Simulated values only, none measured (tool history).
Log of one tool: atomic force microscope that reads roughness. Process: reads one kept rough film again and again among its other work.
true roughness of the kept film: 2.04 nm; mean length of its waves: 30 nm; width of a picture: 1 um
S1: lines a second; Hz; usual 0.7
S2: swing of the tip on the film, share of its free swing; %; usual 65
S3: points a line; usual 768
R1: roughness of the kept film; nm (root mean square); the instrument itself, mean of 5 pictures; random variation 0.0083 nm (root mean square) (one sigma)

Run 1, day 0: usual settings. Result: R1 1.627 nm (root mean square).
At day 0.283: new tip fitted.
Run 2, day 2.921: usual settings. Result: R1 1.785 nm (root mean square).
Run 3, day 4.925: usual settings. Result: R1 1.767 nm (root mean square).
Run 4, day 6.529: usual settings. Result: R1 1.751 nm (root mean square).
Run 5, day 7.746: usual settings. Result: R1 1.734 nm (root mean square).
Run 6, day 10.646: usual settings but S1 0.767 Hz. Result: R1 1.688 nm (root mean square).
Run 7, day 12.429: usual settings but S1 0.767 Hz. Result: R1 1.646 nm (root mean square).
Run 8, day 14.712: usual settings but S1 0.767 Hz. Result: R1 1.628 nm (root mean square).
Run 9, day 16.025: usual settings but S3 505. Result: R1 1.614 nm (root mean square).
At day 16.446: new tip fitted.
Run 10, day 18.629: usual settings but S3 505. Result: R1 1.79 nm (root mean square).
Run 11, day 20.325: usual settings but S3 505. Result: R1 1.77 nm (root mean square).
Run 12, day 21.683: usual settings but S3 505. Result: R1 1.742 nm (root mean square).
Run 13, day 24.125: usual settings but S1 1.45 Hz, S3 505. Result: R1 1.661 nm (root mean square).
Run 14, day 25.529: usual settings but S1 1.45 Hz, S3 505. Result: R1 1.662 nm (root mean square).
Run 15, day 28.412: usual settings. Result: R1 1.675 nm (root mean square).
Run 16, day 30.875: usual settings. Result: R1 1.64 nm (root mean square).
At day 32.417: new tip fitted.
Run 17, day 33.521: usual settings but S1 1.938 Hz. Result: R1 1.743 nm (root mean square).
Run 18, day 35.908: usual settings but S1 1.938 Hz, S2 75 %. Result: R1 1.612 nm (root mean square).
Run 19, day 38.646: usual settings but S1 1.938 Hz, S2 75 %. Result: R1 1.598 nm (root mean square).
Run 20, day 40.879: usual settings but S1 1.938 Hz, S2 75 %. Result: R1 1.568 nm (root mean square).
Run 21, day 42.804: usual settings but S1 1.938 Hz, S2 75 %. Result: R1 1.53 nm (root mean square).
Run 22, day 45.117: usual settings but S1 2.398 Hz, S2 79 %, S3 810. Result: R1 1.43 nm (root mean square).
Run 23, day 46.617: usual settings but S1 2.398 Hz, S2 79 %, S3 810. Result: R1 1.407 nm (root mean square).
At day 48.508: new tip fitted.
Run 24, day 49.346: usual settings but S1 1.732 Hz, S3 913. Result: R1 1.747 nm (root mean square).
Run 25, day 51.275: usual settings but S1 1.192 Hz, S3 646. Result: R1 1.771 nm (root mean square).
Run 26, day 54.175: usual settings but S2 64 %, S3 294. Result: R1 1.728 nm (root mean square).
Run 27, day 55.767: usual settings but S1 0.769 Hz, S2 86 %, S3 755. Result: R1 1.618 nm (root mean square).
Run 28, day 58.229: usual settings but S1 0.579 Hz, S2 84 %, S3 755. Result: R1 1.624 nm (root mean square).
Run 29, day 59.488: usual settings but S1 1.628 Hz, S2 73 %. Result: R1 1.556 nm (root mean square).
Run 30, day 61.683: usual settings but S1 1.233 Hz, S2 69 %, S3 837. Result: R1 1.603 nm (root mean square).
Run 31, day 64.296: usual settings but S1 1.484 Hz, S2 69 %, S3 758. Result: R1 1.551 nm (root mean square).
At day 64.496: new tip fitted.
Run 32, day 65.654: usual settings but S2 70 %. Result: R1 1.802 nm (root mean square).
Run 33, day 67.55: usual settings but S2 70 %. Result: R1 1.794 nm (root mean square).
Run 34, day 68.804: usual settings but S1 0.801 Hz, S2 70 %, S3 488. Result: R1 1.749 nm (root mean square).
Run 35, day 71.204: usual settings but S1 0.801 Hz, S2 70 %, S3 488. Result: R1 1.737 nm (root mean square).

The same runs without the tool's hidden state, with the same run-to-run variation:
The hidden state here: radius of the tip, nm; height scale over the true one, %; drift of the gauge itself on roughness_nm, %.
run     R1
  1  1.827
  2  1.809
  3  1.822
  4   1.83
  5  1.829
  6   1.82
  7  1.799
  8   1.81
  9  1.814
 10  1.805
 11  1.809
 12  1.802
 13  1.754
 14  1.774
 15  1.828
 16  1.826
 17   1.73
 18  1.631
 19  1.654
 20   1.65
 21  1.635
 22  1.557
 23  1.549
 24  1.742
 25  1.797
 26  1.797
 27  1.705
 28   1.75
 29  1.694
 30  1.774
 31  1.748
 32  1.787
 33  1.805
 34   1.78
 35  1.804
